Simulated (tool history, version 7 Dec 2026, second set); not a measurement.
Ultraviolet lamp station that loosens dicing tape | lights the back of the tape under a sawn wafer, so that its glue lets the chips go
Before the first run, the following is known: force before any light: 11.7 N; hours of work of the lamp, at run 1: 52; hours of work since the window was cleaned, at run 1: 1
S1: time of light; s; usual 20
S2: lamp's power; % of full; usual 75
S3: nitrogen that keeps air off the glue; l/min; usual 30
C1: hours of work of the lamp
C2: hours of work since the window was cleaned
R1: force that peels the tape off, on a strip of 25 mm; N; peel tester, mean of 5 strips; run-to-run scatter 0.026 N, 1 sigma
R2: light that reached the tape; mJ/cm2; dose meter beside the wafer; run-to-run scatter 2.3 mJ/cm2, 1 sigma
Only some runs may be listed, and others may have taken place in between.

run	hour	S1	S2	S3	C1	C2	R1	R2
1	0	20	75	30	52	1	1.316	244
2	5.9	20	75	30	55	3	1.352	242
3	12.9	20	75	30	58	7	1.306	241
4	21.1	20	75	30	62	11	1.355	241
5	25.5	20	75	30	65	13	1.333	237
6	32.2	12	75	30	68	17	3.109	146
7	39.8	12	75	30	72	20	3.12	141
8	44.2	12	75	30	74	23	3.202	144
9	51.9	20	75	30	78	27	1.346	239
10	61.4	20	75	30	83	31	1.4	233
11	70.8	34	75	30	87	36	0.351	401
12	80.5	20	75	30	92	41	1.373	227
13	86.3	20	96	30	95	44	0.803	297
14	92.4	20	75	30	98	47	1.431	231
15	98.4	20	75	30	101	50	1.445	237
16	103.5	20	75	30	104	52	1.422	231
17	110.3	20	75	30	107	56	1.43	233
18	114.3	20	75	30	109	58	1.329	233
19	120.5	20	75	30	112	61	1.421	231
20	129.2	31	79	30	116	65	0.44	374
21	136.2	13	64	12	120	69	5.095	124
22	145.4	11	64	22	125	73	4.833	109
23	152.2	11	64	24	128	77	4.557	107
24	158.7	11	97	30	131	80	2.699	158
25	167.5	20	75	17	136	84	2.167	227
26	172.3	20	76	30	138	87	1.43	225
27	177	20	84	60	140	89	0.715	256

Pick out some run-to-run changes in R1. Of each, how much would a tool without hidden state show as well, from the settings, what came in and chance, and how much is left for the hidden state and any gauge scatter not in both results compared?
Hidden state present: lamp's light, % of a new lamp's; light that the window lets through, % of a clean one's; drift of the gauge itself on peel_n, %; drift of the gauge itself on dose_mj_cm2, %.
Run 19 -> 20: S1 20 -> 31, S2 75 -> 79. R1 -0.981 N: hidden state -0.095, all else -0.886.
Run 20 -> 21: S1 31 -> 13, S2 79 -> 64, S3 30 -> 12. R1 +4.655 N: hidden state +0.205, all else +4.45.
Run 23 -> 24: S2 64 -> 97, S3 24 -> 30. R1 -1.858 N: hidden state -0.01, all else -1.848.
